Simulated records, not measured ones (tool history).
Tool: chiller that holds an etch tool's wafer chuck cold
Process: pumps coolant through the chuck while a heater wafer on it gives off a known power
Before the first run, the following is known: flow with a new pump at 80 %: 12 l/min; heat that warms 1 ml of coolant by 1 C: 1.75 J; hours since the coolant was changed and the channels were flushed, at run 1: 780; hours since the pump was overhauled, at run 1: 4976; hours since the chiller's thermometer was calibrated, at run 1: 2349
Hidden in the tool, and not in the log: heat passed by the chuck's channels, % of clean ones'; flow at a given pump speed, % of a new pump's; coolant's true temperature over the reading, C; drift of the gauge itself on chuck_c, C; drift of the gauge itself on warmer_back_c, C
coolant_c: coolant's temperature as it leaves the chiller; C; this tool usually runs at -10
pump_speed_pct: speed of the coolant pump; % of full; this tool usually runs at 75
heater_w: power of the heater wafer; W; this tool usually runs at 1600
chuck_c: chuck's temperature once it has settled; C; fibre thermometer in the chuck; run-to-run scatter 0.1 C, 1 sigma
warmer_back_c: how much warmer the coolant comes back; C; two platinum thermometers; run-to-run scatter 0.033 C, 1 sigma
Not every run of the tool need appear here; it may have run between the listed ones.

run	day	coolant_c	pump_speed_pct	heater_w	hours since the coolant was changed and the channels were flushed	hours since the pump was overhauled	hours since the chiller's thermometer was calibrated	chuck_c	warmer_back_c
1	0	-10	75	1600	780	4976	2349	1.3	4.89
2	5.254	-10	75	1600	907	5103	2475	1.4	4.86
3	9.458	-10	75	1600	1007	5203	2576	1.3	4.9
4	14.638	-10	75	1600	1132	5328	2701	1.3	4.95
5	17.175	-10	75	1600	1193	5389	2762	1.5	4.91
6	21.817	-10	75	1600	1304	5500	2873	1.4	4.93
7	25.521	-10	75	1600	1393	5589	2962	1.4	4.97
8	30.079	-10	75	1600	1502	5698	3071	1.5	4.89
9	32.892	-10	75	2295	1570	5766	3139	6.5	6.98
10	37.754	-14	75	2295	1687	5883	3255	2.5	7.02
11	42.842	-14	75	2295	1809	6005	3377	2.4	6.95
12	46.592	-14	75	2295	1899	6095	3467	2.5	6.93
13	49.442	-10	75	1600	1967	6163	3536	1.4	4.9
14	52.517	-10	67	1600	2041	6237	3610	2.2	5.54
15	57.662	-10	75	1600	2164	6360	3733	1.5	4.95
16	62.046	-10	75	1600	2270	6466	3838	1.4	4.83
17	64.767	-10	75	1600	2335	6531	3904	1.3	4.92
18	69.475	-10	78	1214	2448	6644	4017	-1.5	3.57
19	73.175	-17	65	1162	2537	6733	4105	-7.8	4.17
20	75.617	-17	66	1158	2595	6791	4164	-8.2	4.04
21	78.754	-1	72	965	2670	6866	4239	6.1	3.08
22	84.025	-1	72	965	2797	6993	4366	6	3.09
23	86.725	-1	72	965	2862	7058	4431	6.1	3.11
24	90.467	-13	85	994	2952	7148	4521	-6.5	2.66
25	93.117	-13	85	994	3015	7211	4584	-6.7	2.7
26	97.842	-13	85	994	3129	7325	4697	-6.5	2.68
27	102.158	-13	85	994	3232	7428	4801	-6.4	2.68
28	107.138	-9	86	951	3352	7548	4921	-2.7	2.5
29	111.75	-16	77	2110	3462	7658	5031	-1.4	6.27
# day 112.725: chiller's thermometer calibrated
# day 113.396: coolant pump overhauled
30	115.258	-16	67	1340	3541	45	56	-5.8	4.61
31	118.146	-2	96	1847	3610	114	125	9.5	4.29

Hidden condition of the tool, last listed run before each entry between runs versus first listed run after:
Runs 29 to 30: chiller's thermometer calibrated (day 112.725); coolant pump overhauled (day 113.396)
  flow at a given pump speed, % of a new pump's: 99.9 -> 100
